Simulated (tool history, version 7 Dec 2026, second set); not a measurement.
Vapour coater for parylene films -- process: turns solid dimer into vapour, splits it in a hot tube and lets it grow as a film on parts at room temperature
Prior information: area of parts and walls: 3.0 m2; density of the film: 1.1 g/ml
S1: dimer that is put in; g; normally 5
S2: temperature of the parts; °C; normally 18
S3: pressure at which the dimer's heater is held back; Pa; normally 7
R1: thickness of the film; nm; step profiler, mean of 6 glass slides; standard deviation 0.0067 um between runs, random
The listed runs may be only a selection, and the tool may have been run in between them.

Run 1, hour 0: usual settings. Result: R1 797 nm.
Run 2, hour 28.6: usual settings but S3 10.77 Pa. Result: R1 722 nm.
Run 3, hour 70.1: usual settings but S3 10.77 Pa. Result: R1 725 nm.
Run 4, hour 98.3: usual settings. Result: R1 791 nm.
Run 5, hour 151.7: usual settings. Result: R1 788 nm.
Run 6, hour 190: usual settings but S1 3 g, S2 16 °C. Result: R1 503 nm.
At hour 202.6: trap's valve overhauled.
Run 7, hour 230.3: usual settings but S1 4 g, S2 13 °C. Result: R1 774 nm.
Run 8, hour 293.3: usual settings but S1 3 g, S2 20 °C, S3 2.81 Pa. Result: R1 523 nm.
Run 9, hour 323.9: usual settings but S1 6 g, S2 29 °C. Result: R1 600 nm.
Run 10, hour 382.7: usual settings but S1 7 g, S3 2.22 Pa. Result: R1 1419 nm.

Here are 5 independent what-if runs from the current tool condition. What would each one return?
Run A, hour 425.7: usual settings but S1 2 g, S2 26 °C, S3 2.51 Pa. Result: R1 ?.
Run B, hour 425.7: usual settings but S1 7 g, S2 26 °C, S3 7.21 Pa. Result: R1 ?.
Run C, hour 425.7: usual settings but S1 8 g, S2 23 °C, S3 2.22 Pa. Result: R1 ?.
Run D, hour 425.7: usual settings but S2 20 °C, S3 2.22 Pa. Result: R1 ?.
Run E, hour 425.7: usual settings but S1 3 g, S2 27 °C, S3 2.22 Pa. Result: R1 ?.

run    R1
  A   279
  B   789
  C  1288
  D   934
  E   410
Without the tool's hidden state the same runs would have given:
run    R1
  A   279
  B   790
  C  1290
  D   936
  E   411

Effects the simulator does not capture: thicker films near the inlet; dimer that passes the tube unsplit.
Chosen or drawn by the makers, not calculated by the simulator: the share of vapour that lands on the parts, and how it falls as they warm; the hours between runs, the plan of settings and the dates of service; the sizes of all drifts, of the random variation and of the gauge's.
